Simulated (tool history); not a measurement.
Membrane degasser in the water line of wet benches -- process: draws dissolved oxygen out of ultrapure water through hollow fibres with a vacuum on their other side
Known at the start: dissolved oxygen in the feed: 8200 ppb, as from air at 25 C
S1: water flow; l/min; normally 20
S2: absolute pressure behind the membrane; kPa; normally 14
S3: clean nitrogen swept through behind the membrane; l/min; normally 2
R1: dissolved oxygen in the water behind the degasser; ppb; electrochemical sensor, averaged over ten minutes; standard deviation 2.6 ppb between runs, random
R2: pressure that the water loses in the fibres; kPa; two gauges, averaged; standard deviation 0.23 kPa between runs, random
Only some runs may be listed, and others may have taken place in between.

run	hour	S1	S2	S3	R1	R2
1	0	20	14	2	383	59.01
2	28.9	20	14	2	384.2	59.55
3	75.3	20	14	2	382.1	59.39
4	125.7	28	14	2	630.3	82.34
5	159.2	28	14	2	627.6	82.65
6	190.1	28	14	2	628.3	82.97
7	245.7	28	14	2	626.4	82.92
8	293.1	28	16.1	2	686.5	83.22
# hour 297.5: vacuum gauge calibrated
9	340.6	20	14	1.19	524.2	59.09
10	400.2	20	14	1	583.3	59.26
# hour 406: vacuum gauge calibrated, once more
11	436	20	14	2	386.1	59.31
12	470.1	20	14	2	384.1	59.1
13	530.5	20	14	1.5	450.4	59.35
14	556.8	20	15.5	2	416.9	59.32
15	588.1	20	13.7	2	371.2	59.23
16	634.7	20	13.7	5.66	224.7	58.85
17	696.4	17	14	2.65	248.4	50.52

The next listed run, before its measurement:
# hour 703.2: seals of the vacuum lines changed
18	731.8	18	23.4	2	?	?

{"run 18": {"R1": 505.2, "R2": 53.58}}
Take away the tool's hidden state, keep the run-to-run variation as it was, and the same run would have given R1 503.4 ppb, R2 53.22 kPa.
